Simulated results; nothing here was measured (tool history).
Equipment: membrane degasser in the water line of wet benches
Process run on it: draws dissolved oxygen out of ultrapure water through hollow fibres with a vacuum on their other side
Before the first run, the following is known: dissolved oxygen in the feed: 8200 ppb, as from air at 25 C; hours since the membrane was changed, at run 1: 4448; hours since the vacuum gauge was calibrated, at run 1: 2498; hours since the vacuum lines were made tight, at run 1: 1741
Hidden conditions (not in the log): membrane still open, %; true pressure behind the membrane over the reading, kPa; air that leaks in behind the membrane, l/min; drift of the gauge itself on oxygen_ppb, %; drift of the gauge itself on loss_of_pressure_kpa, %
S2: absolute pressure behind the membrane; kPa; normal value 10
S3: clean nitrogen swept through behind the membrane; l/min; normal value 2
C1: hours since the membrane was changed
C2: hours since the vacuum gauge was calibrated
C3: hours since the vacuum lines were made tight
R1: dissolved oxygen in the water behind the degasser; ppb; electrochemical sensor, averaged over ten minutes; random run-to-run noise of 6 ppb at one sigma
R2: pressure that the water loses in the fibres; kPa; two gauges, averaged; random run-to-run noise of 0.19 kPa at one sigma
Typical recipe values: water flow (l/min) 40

Run 1, hour 0: usual settings; C1 4448; C2 2498; C3 1741. Result: R1 685.8 ppb, R2 41.98 kPa.
Run 2, hour 128.2: usual settings but S3 3.82 l/min; C1 4577; C2 2626; C3 1870. Result: R1 577.3 ppb, R2 42.24 kPa.
Run 3, hour 238.9: usual settings but S3 3.82 l/min; C1 4687; C2 2737; C3 1980. Result: R1 563.4 ppb, R2 42.43 kPa.
Run 4, hour 318.4: usual settings but S3 3.82 l/min; C1 4767; C2 2816; C3 2060. Result: R1 577.2 ppb, R2 42.22 kPa.
At hour 325.4: vacuum gauge calibrated.
Run 5, hour 426.1: usual settings; C1 4874; C2 101; C3 2167. Result: R1 689.3 ppb, R2 42.33 kPa.
Run 6, hour 513.5: usual settings but S2 6.9 kPa; C1 4961; C2 188; C3 2254. Result: R1 595.9 ppb, R2 42.49 kPa.
Run 7, hour 601.8: usual settings but S2 6.9 kPa; C1 5050; C2 276; C3 2343. Result: R1 595.5 ppb, R2 42.14 kPa.
Run 8, hour 679.4: usual settings but S2 6.9 kPa; C1 5127; C2 354; C3 2420. Result: R1 587.3 ppb, R2 42.37 kPa.
Run 9, hour 751.4: usual settings but S2 6.9 kPa; C1 5199; C2 426; C3 2492. Result: R1 592.2 ppb, R2 42.74 kPa.
At hour 765.3: vacuum gauge calibrated, once more.
Run 10, hour 852.1: usual settings but S2 6.9 kPa; C1 5300; C2 87; C3 2593. Result: R1 572.7 ppb, R2 42.51 kPa.
Run 11, hour 947.9: usual settings but water flow (l/min) 25, S2 17.2 kPa, S3 5.77 l/min; C1 5395; C2 183; C3 2688. Result: R1 344.6 ppb, R2 26.55 kPa.
Run 12, hour 1020.7: usual settings but water flow (l/min) 25, S2 17.2 kPa, S3 5.77 l/min; C1 5468; C2 255; C3 2761. Result: R1 353.5 ppb, R2 26.62 kPa.
Run 13, hour 1140.5: usual settings but water flow (l/min) 26, S2 8.9 kPa; C1 5588; C2 375; C3 2881. Result: R1 389.8 ppb, R2 28.06 kPa.

Across each entry between runs, compare the hidden state at the last listed run before it with the hidden state at the first listed run after it:
Logged between run 4 and run 5: vacuum gauge calibrated (hour 325.4)
  membrane still open, %: 92.7 -> 92.5; true pressure behind the membrane over the reading, kPa: 0.36 -> 0.42; air that leaks in behind the membrane, l/min: 0.0075 -> 0.0079
  measured value less the no-hidden-state value, R1: +93.1 -> +98.9 ppb; R2: +3.1 -> +3.17 kPa
Logged between run 9 and run 10: vacuum gauge calibrated, once more (hour 765.3)
  membrane still open, %: 92 -> 91.8; true pressure behind the membrane over the reading, kPa: 0.47 -> 0.01; air that leaks in behind the membrane, l/min: 0.0089 -> 0.0092
  measured value less the no-hidden-state value, R1: +112 -> +95.7 ppb; R2: +3.39 -> +3.49 kPa
